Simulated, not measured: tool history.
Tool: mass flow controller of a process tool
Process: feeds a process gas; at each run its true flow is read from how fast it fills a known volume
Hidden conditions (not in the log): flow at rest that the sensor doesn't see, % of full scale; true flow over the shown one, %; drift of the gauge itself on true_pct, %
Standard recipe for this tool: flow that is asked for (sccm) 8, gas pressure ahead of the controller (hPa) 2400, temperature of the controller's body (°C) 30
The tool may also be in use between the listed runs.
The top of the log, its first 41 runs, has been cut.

run	hour	flow that is asked for (sccm)	gas pressure ahead of the controller (hPa)	temperature of the controller's body (°C)	hours of work since the controller was set to zero	hours of work since the controller was changed	true flow (%)
42	3795.3	14	2290	21	1313	1313	99.04
43	3901.8	8	2400	24	1349	1349	99.02
44	4033.5	8	2400	24	1394	1394	99.05
45	4095.3	8	2400	24	1415	1415	99.06
46	4181.8	8	2400	24	1444	1444	99.10
47	4271.4	4	1640	34	1475	1475	100.10
48	4344.4	4	1640	34	1499	1499	100.26
49	4441.1	4	1640	34	1532	1532	100.37

4 options for the next run, each taken on its own from the tool as it stands now. Forecast them:
A	4512.6	4	1770	30	1556	1556	?
B	4512.6	8	1920	30	1556	1556	?
C	4512.6	17	1630	29	1556	1556	?
D	4512.6	11	2400	34	1556	1556	?

run	true flow (%)
A	99.97
B	99.44
C	99.67
D	99.49
Had the tool no hidden state, the same runs would have come out as:
run	true flow (%)
A	99.64
B	99.66
C	100.18
D	99.86
